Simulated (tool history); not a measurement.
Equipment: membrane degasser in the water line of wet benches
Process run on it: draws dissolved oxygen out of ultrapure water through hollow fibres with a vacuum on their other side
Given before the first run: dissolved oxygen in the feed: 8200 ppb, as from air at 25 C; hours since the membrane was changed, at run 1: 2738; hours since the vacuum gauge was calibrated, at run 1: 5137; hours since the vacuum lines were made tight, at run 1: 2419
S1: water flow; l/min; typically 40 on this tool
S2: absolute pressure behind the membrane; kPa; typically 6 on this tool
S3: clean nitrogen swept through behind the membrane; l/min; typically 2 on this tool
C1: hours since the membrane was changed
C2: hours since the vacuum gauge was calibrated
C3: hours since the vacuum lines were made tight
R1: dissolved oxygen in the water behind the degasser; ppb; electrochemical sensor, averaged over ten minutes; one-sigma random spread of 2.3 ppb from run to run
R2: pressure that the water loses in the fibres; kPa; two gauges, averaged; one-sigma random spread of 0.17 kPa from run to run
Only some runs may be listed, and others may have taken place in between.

Run 1, hour 0: usual settings; C1 2738; C2 5137; C3 2419. Result: R1 248.2 ppb, R2 26.04 kPa.
Run 2, hour 61.7: usual settings; C1 2800; C2 5199; C3 2481. Result: R1 248.4 ppb, R2 26.19 kPa.
Run 3, hour 150.1: usual settings; C1 2888; C2 5287; C3 2569. Result: R1 245 ppb, R2 26.39 kPa.
Run 4, hour 246.1: usual settings; C1 2984; C2 5383; C3 2665. Result: R1 248.7 ppb, R2 26.1 kPa.
Run 5, hour 298.7: usual settings but S1 60 l/min; C1 3037; C2 5436; C3 2718. Result: R1 498.3 ppb, R2 39.54 kPa.
Run 6, hour 377.2: usual settings; C1 3115; C2 5515; C3 2796. Result: R1 247.1 ppb, R2 26.41 kPa.
Run 7, hour 491.1: usual settings but S3 4.33 l/min; C1 3229; C2 5628; C3 2910. Result: R1 183.3 ppb, R2 26.15 kPa.
Run 8, hour 580: usual settings but S3 4.33 l/min; C1 3318; C2 5717; C3 2999. Result: R1 184.2 ppb, R2 26.27 kPa.
Run 9, hour 658.2: usual settings; C1 3396; C2 5796; C3 3077. Result: R1 249.6 ppb, R2 26.69 kPa.
Run 10, hour 713.9: usual settings; C1 3452; C2 5851; C3 3133. Result: R1 251.7 ppb, R2 26.6 kPa.
Run 11, hour 788.6: usual settings but S2 13.09 kPa; C1 3527; C2 5926; C3 3208. Result: R1 532 ppb, R2 26.29 kPa.
Run 12, hour 905: usual settings but S2 4.78 kPa, S3 1.36 l/min; C1 3643; C2 6042; C3 3324. Result: R1 228.5 ppb, R2 26.35 kPa.
Run 13, hour 983: usual settings but S1 34 l/min, S2 13.54 kPa, S3 2.67 l/min; C1 3721; C2 6120; C3 3402. Result: R1 370.2 ppb, R2 22.37 kPa.
Run 14, hour 1031.6: usual settings but S1 34 l/min, S2 13.54 kPa, S3 2.67 l/min; C1 3770; C2 6169; C3 3451. Result: R1 368.2 ppb, R2 22.79 kPa.
Run 15, hour 1093: usual settings but S2 14.78 kPa, S3 5.58 l/min; C1 3831; C2 6230; C3 3512. Result: R1 317.2 ppb, R2 26.5 kPa.
Run 16, hour 1160.8: usual settings but S2 4.73 kPa, S3 3.44 l/min; C1 3899; C2 6298; C3 3580. Result: R1 167.9 ppb, R2 26.22 kPa.
Run 17, hour 1231.8: usual settings but S1 34 l/min, S2 4.73 kPa, S3 3.9 l/min; C1 3970; C2 6369; C3 3651. Result: R1 110.5 ppb, R2 22.46 kPa.
Run 18, hour 1296.3: usual settings but S1 34 l/min, S2 9.79 kPa, S3 0.8 l/min; C1 4034; C2 6434; C3 3715. Result: R1 611.6 ppb, R2 22.27 kPa.
Run 19, hour 1401.6: usual settings but S1 27 l/min, S2 8.09 kPa; C1 4140; C2 6539; C3 3821. Result: R1 190.5 ppb, R2 17.94 kPa.
Run 20, hour 1508.3: usual settings but S1 27 l/min, S2 3.78 kPa, S3 1.81 l/min; C1 4246; C2 6646; C3 3927. Result: R1 62.8 ppb, R2 17.91 kPa.

4 options for the next run, each taken on its own from the tool as it stands now. Forecast them:
Run A, hour 1568.7: usual settings but S1 35 l/min, S2 12.21 kPa, S3 3.32 l/min; C1 4307; C2 6706; C3 3988. Result: R1 ?, R2 ?.
Run B, hour 1568.7: usual settings but S1 27 l/min, S2 12.78 kPa, S3 1.02 l/min; C1 4307; C2 6706; C3 3988. Result: R1 ?, R2 ?.
Run C, hour 1568.7: usual settings but S1 41 l/min, S2 11.55 kPa, S3 5.27 l/min; C1 4307; C2 6706; C3 3988. Result: R1 ?, R2 ?.
Run D, hour 1568.7: usual settings but S1 28 l/min, S2 4.54 kPa, S3 4.2 l/min; C1 4307; C2 6706; C3 3988. Result: R1 ?, R2 ?.

run     R1     R2
  A  303.1  23.19
  B  552.3  18.05
  C    288   27.3
  D   65.8   18.6
Without the tool's hidden state the same runs would have given:
run     R1     R2
  A  288.5  22.57
  B  537.3  17.57
  C  270.2  26.57
  D     57   18.1

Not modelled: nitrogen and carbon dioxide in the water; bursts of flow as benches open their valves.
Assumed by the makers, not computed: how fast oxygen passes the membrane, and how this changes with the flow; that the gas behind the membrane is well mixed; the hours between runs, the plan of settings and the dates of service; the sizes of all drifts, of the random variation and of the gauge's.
